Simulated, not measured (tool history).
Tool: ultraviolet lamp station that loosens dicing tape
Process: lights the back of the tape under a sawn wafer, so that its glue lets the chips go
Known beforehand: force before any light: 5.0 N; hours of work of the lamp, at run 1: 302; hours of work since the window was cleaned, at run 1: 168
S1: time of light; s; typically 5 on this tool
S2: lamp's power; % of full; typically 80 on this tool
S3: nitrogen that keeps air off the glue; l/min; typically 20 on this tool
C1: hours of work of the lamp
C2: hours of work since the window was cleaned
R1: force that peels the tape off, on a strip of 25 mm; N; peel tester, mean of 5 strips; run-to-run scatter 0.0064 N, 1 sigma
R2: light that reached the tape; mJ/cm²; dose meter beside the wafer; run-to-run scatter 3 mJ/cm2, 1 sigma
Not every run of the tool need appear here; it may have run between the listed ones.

Run 1, day 0: usual settings; C1 302; C2 168. Result: R1 0.204 N, R2 438 mJ/cm².
Run 2, day 0.962: usual settings but S3 31 l/min; C1 313; C2 179. Result: R1 0.137 N, R2 436 mJ/cm².
Run 3, day 1.858: usual settings but S1 4 s; C1 323; C2 189. Result: R1 0.351 N, R2 346 mJ/cm².
Run 4, day 2.538: usual settings but S3 11 l/min; C1 331; C2 197. Result: R1 0.368 N, R2 435 mJ/cm².
Run 5, day 3.604: usual settings but S3 11 l/min; C1 343; C2 209. Result: R1 0.367 N, R2 438 mJ/cm².
Run 6, day 4.779: usual settings but S1 4 s; C1 357; C2 223. Result: R1 0.33 N, R2 352 mJ/cm².
Run 7, day 5.538: usual settings but S3 40 l/min; C1 365; C2 231. Result: R1 0.115 N, R2 433 mJ/cm².
Run 8, day 6.383: usual settings but S3 40 l/min; C1 375; C2 241. Result: R1 0.12 N, R2 442 mJ/cm².
Run 9, day 7.333: usual settings; C1 386; C2 252. Result: R1 0.201 N, R2 436 mJ/cm².
Run 10, day 8.304: usual settings; C1 397; C2 263. Result: R1 0.188 N, R2 432 mJ/cm².
Run 11, day 8.808: usual settings but S1 6 s; C1 403; C2 269. Result: R1 0.127 N, R2 528 mJ/cm².
Run 12, day 9.946: usual settings but S1 6 s; C1 416; C2 282. Result: R1 0.125 N, R2 520 mJ/cm².
Run 13, day 10.975: usual settings but S1 6 s; C1 428; C2 293. Result: R1 0.123 N, R2 532 mJ/cm².
Run 14, day 11.867: usual settings; C1 438; C2 304. Result: R1 0.194 N, R2 437 mJ/cm².
Run 15, day 12.5: usual settings; C1 445; C2 311. Result: R1 0.198 N, R2 438 mJ/cm².
Run 16, day 13: usual settings; C1 451; C2 317. Result: R1 0.208 N, R2 440 mJ/cm².
Run 17, day 13.917: usual settings; C1 461; C2 327. Result: R1 0.193 N, R2 433 mJ/cm².
At day 14.442: window cleaned of glue's vapour.
Run 18, day 14.838: usual settings; C1 472; C2 5. Result: R1 0.197 N, R2 436 mJ/cm².
Run 19, day 15.412: usual settings; C1 478; C2 11. Result: R1 0.195 N, R2 434 mJ/cm².
Run 20, day 16.504: usual settings; C1 491; C2 24. Result: R1 0.191 N, R2 436 mJ/cm².
Run 21, day 17.721: usual settings; C1 505; C2 37. Result: R1 0.203 N, R2 432 mJ/cm².
Run 22, day 18.258: usual settings; C1 511; C2 44. Result: R1 0.199 N, R2 434 mJ/cm².
Run 23, day 18.758: usual settings; C1 516; C2 49. Result: R1 0.199 N, R2 435 mJ/cm².
Run 24, day 19.325: usual settings; C1 523; C2 56. Result: R1 0.203 N, R2 437 mJ/cm².
Run 25, day 20.062: usual settings but S1 4 s; C1 531; C2 64. Result: R1 0.335 N, R2 350 mJ/cm².
Run 26, day 21.3: usual settings but S1 2 s, S2 76 % of full, S3 29 l/min; C1 545; C2 78. Result: R1 1.107 N, R2 166 mJ/cm².
Run 27, day 22.483: usual settings but S1 2 s, S2 76 % of full, S3 29 l/min; C1 559; C2 92. Result: R1 1.09 N, R2 166 mJ/cm².
Run 28, day 23.179: usual settings but S1 9 s, S2 76 % of full, S3 29 l/min; C1 567; C2 100. Result: R1 0.062 N, R2 742 mJ/cm².

Run 29, settings as shown, results not yet in. Your forecast:
Run 29, day 24.412: usual settings but S1 9 s, S2 76 % of full, S3 29 l/min; C1 581; C2 114. Result: R1 ?, R2 ?.

{"run 29": {"R1": 0.047, "R2": 743}}
Had the tool carried no hidden state, the very same run would have given R1 0.047 N, R2 744 mJ/cm².
